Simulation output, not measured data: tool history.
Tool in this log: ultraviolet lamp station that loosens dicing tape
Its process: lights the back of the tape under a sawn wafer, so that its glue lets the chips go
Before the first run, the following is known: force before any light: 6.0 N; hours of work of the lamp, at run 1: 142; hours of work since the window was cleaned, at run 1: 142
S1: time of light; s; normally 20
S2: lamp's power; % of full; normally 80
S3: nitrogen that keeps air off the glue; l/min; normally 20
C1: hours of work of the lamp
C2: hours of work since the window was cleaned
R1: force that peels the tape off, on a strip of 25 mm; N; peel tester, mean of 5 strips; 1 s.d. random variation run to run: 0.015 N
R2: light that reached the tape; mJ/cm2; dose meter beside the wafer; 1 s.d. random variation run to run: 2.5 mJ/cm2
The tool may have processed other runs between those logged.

{"run": 1, "day": 0.0, "S1": 20, "S2": 80, "S3": 20, "C1": 142, "C2": 142, "R1": 0.81, "R2": 272}
{"run": 2, "day": 2.329, "S1": 20, "S2": 80, "S3": 35, "C1": 175, "C2": 175, "R1": 0.571, "R2": 267}
{"run": 3, "day": 4.304, "S1": 20, "S2": 80, "S3": 35, "C1": 203, "C2": 203, "R1": 0.584, "R2": 265}
{"run": 4, "day": 7.312, "S1": 20, "S2": 80, "S3": 35, "C1": 246, "C2": 246, "R1": 0.601, "R2": 261}
{"run": 5, "day": 10.067, "S1": 20, "S2": 80, "S3": 35, "C1": 285, "C2": 285, "R1": 0.635, "R2": 257}
{"run": 6, "day": 12.883, "S1": 20, "S2": 80, "S3": 20, "C1": 325, "C2": 325, "R1": 0.923, "R2": 250}
{"run": 7, "day": 15.658, "S1": 12, "S2": 80, "S3": 20, "C1": 364, "C2": 364, "R1": 1.957, "R2": 145}
{"run": 8, "day": 18.488, "S1": 20, "S2": 80, "S3": 6, "C1": 404, "C2": 404, "R1": 2.047, "R2": 239}
{"run": 9, "day": 21.004, "S1": 20, "S2": 80, "S3": 6, "C1": 440, "C2": 440, "R1": 2.113, "R2": 235}
{"run": 10, "day": 23.304, "S1": 20, "S2": 80, "S3": 6, "C1": 473, "C2": 473, "R1": 2.131, "R2": 234}
{"run": 11, "day": 25.525, "S1": 20, "S2": 80, "S3": 6, "C1": 504, "C2": 504, "R1": 2.127, "R2": 229}
{"run": 12, "day": 27.033, "S1": 20, "S2": 67, "S3": 20, "C1": 526, "C2": 526, "R1": 1.463, "R2": 192}
{"run": 13, "day": 28.908, "S1": 20, "S2": 67, "S3": 20, "C1": 552, "C2": 552, "R1": 1.503, "R2": 189}
{"run": 14, "day": 30.892, "S1": 20, "S2": 67, "S3": 20, "C1": 580, "C2": 580, "R1": 1.536, "R2": 187}
{"run": 15, "day": 32.333, "S1": 20, "S2": 67, "S3": 20, "C1": 601, "C2": 601, "R1": 1.588, "R2": 180}
{"run": 16, "day": 35.075, "S1": 14, "S2": 72, "S3": 11, "C1": 640, "C2": 640, "R1": 2.719, "R2": 138}
{"run": 17, "day": 38.171, "S1": 14, "S2": 72, "S3": 11, "C1": 684, "C2": 684, "R1": 2.572, "R2": 133}
{"day": 38.996, "done": "window cleaned of glue's vapour"}
{"run": 18, "day": 39.75, "S1": 14, "S2": 72, "S3": 11, "C1": 706, "C2": 11, "R1": 2.973, "R2": 122}
{"run": 19, "day": 41.192, "S1": 14, "S2": 72, "S3": 11, "C1": 726, "C2": 31, "R1": 2.962, "R2": 125}
{"run": 20, "day": 42.775, "S1": 22, "S2": 72, "S3": 21, "C1": 749, "C2": 54, "R1": 1.399, "R2": 193}
{"run": 21, "day": 45.0, "S1": 22, "S2": 71, "S3": 6, "C1": 780, "C2": 85, "R1": 2.577, "R2": 187}
{"run": 22, "day": 47.779, "S1": 22, "S2": 71, "S3": 6, "C1": 820, "C2": 125, "R1": 2.631, "R2": 181}
{"run": 23, "day": 50.621, "S1": 11, "S2": 83, "S3": 14, "C1": 860, "C2": 165, "R1": 3.043, "R2": 105}
{"run": 24, "day": 52.842, "S1": 20, "S2": 66, "S3": 23, "C1": 892, "C2": 197, "R1": 1.86, "R2": 151}
{"day": 53.883, "done": "window cleaned of glue's vapour, once more"}
{"run": 25, "day": 55.442, "S1": 20, "S2": 66, "S3": 23, "C1": 928, "C2": 22, "R1": 1.511, "R2": 178}
{"run": 26, "day": 58.208, "S1": 27, "S2": 65, "S3": 20, "C1": 968, "C2": 61, "R1": 1.153, "R2": 228}
{"run": 27, "day": 61.317, "S1": 32, "S2": 93, "S3": 20, "C1": 1012, "C2": 105, "R1": 0.415, "R2": 386}
{"run": 28, "day": 64.083, "S1": 23, "S2": 80, "S3": 7, "C1": 1051, "C2": 145, "R1": 1.956, "R2": 231}

For run 29, what comes out?
{"run": 29, "day": 65.925, "S1": 12, "S2": 80, "S3": 7, "C1": 1077, "C2": 171, "R1": "?", "R2": "?"}

{"run 29": {"R1": 3.329, "R2": 120}}
With the hidden condition absent and the run-to-run variation left alone, this run would have shown R1 2.526 N, R2 178 mJ/cm2.
